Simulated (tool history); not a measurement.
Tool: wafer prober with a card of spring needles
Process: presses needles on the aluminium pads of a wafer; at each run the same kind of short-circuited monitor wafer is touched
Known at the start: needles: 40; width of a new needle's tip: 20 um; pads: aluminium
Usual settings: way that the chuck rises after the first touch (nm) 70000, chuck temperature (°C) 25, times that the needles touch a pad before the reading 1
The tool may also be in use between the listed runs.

run,day,way that the chuck rises after the first touch (nm),chuck temperature (°C),times that the needles touch a pad before the reading,resistance of one needle with its contact and lead (mohm),way that a needle slides on the pad (nm)
1,0.000,70000,25,1,305,12760
# day 0.542: tips cleaned on abrasive film
2,0.792,70000,25,1,298,12730
# day 1.183: height of the first contact set anew
# day 1.346: tips cleaned on abrasive film
3,1.879,70000,25,1,312,12580
# day 2.100: tips cleaned on abrasive film
# day 2.879: tips cleaned on abrasive film
4,2.879,73000,25,1,281,13120
5,3.462,70000,25,2,301,12570
# day 3.712: tips cleaned on abrasive film
6,4.383,70000,25,3,289,12570
# day 4.512: tips cleaned on abrasive film
7,5.021,70000,25,3,294,12550
# day 5.279: tips cleaned on abrasive film
8,5.783,69000,25,1,321,12320
# day 6.054: tips cleaned on abrasive film
9,6.233,69000,25,1,297,12350
# day 6.342: height of the first contact set anew, once more
# day 6.854: tips cleaned on abrasive film
10,6.854,69000,25,1,283,12870

Some steps in resistance of one needle with its contact and lead (mohm) between neighbouring runs. How much of each would the tool show without its hidden state too (settings, what came in, random variation), and how much is left for the hidden state, with any gauge scatter that isn't in both results?
The hidden state here: debris on the tips, nm; way that the needles fall short of the set height, um; tips' diameter, um; drift of the gauge itself on contact_mohm, %; drift of the gauge itself on scrub_um, %.
Run 3 -> 4: way that the chuck rises after the first touch (nm) 70000 -> 73000, tips cleaned on abrasive film, tips cleaned on abrasive film. resistance of one needle with its contact and lead (mohm) -31: hidden state -35, all else +4.

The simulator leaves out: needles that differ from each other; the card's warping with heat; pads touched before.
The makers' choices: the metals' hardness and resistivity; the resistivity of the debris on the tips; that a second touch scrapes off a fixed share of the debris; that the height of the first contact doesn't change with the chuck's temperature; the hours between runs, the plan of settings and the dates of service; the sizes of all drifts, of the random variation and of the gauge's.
